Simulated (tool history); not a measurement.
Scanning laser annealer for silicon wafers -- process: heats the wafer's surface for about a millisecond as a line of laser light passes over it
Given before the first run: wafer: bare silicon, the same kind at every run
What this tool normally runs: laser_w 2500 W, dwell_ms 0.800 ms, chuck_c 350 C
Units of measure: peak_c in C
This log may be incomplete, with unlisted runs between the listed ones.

run     day  laser_w  dwell_ms  chuck_c  peak_c
  1   0.000     2500     0.800      350    1122
  2   0.633     2500     0.800      350    1123
  3   1.183     2500     0.800      375    1147
  4   1.717     2524     0.800      375    1156
      2.496  -- optics aligned, line set to its width
  5   2.504     2524     0.800      375    1169
  6   2.958     2524     0.800      375    1168
  7   3.479     2500     0.800      338    1122
  8   3.821     2500     0.800      338    1125
  9   4.396     2739     0.800      338    1189
 10   4.971     2500     0.800      350    1130
 11   5.588     2500     0.800      350    1132
 12   6.092     2500     0.800      350    1131
 13   6.683     2500     0.800      350    1133
 14   7.288     2500     0.800      350    1131
 15   7.617     2500     0.800      350    1128
 16   8.179     2500     0.800      350    1128
 17   8.817     2135     0.800      350    1021
 18   9.133     2135     0.800      350    1020
 19   9.442     2500     0.800      353    1131
 20   9.783     2500     0.800      353    1129
 21  10.275     2500     0.667      353    1059
 22  10.758     2347     0.739      322    1023
 23  11.379     2347     0.739      322    1023
 24  11.654     2500     0.800      325    1103
 25  12.192     2484     0.717      390    1119
 26  12.779     2512     0.967      350    1210
 27  13.379     2699     0.627      350    1080
 28  13.733     2604     0.638      350    1062
 29  14.258     2604     0.598      348    1033
 30  14.896     2500     0.800      372    1142
 31  15.371     2500     0.800      372    1142
 32  15.896     2500     0.800      372    1144
 33  16.454     2197     0.619      350     949
 34  17.038     2283     0.776      388    1083
 35  17.588     2391     0.800      336    1075
 36  17.946     2391     0.800      336    1076
 37  18.425     2503     0.814      336    1112
 38  18.871     2503     0.814      336    1109
 39  19.479     2744     0.940      350    1258
 40  19.871     2744     0.940      350    1258
 41  20.338     2728     0.650      350    1094
 42  20.929     2346     0.708      356    1034

Each row is a separate what-if for the run after 42, all from the same tool condition, not one after another. Results?
  A  21.567     2711     0.976      359       ?
  B  21.567     2346     0.708      335       ?
  C  21.567     2500     0.800      385       ?

run  peak_c
  A    1271
  B    1013
  C    1150
The same runs, with their run-to-run variation unchanged, on a tool lacking any hidden condition would have given:
run  peak_c
  A    1317
  B    1046
  C    1188
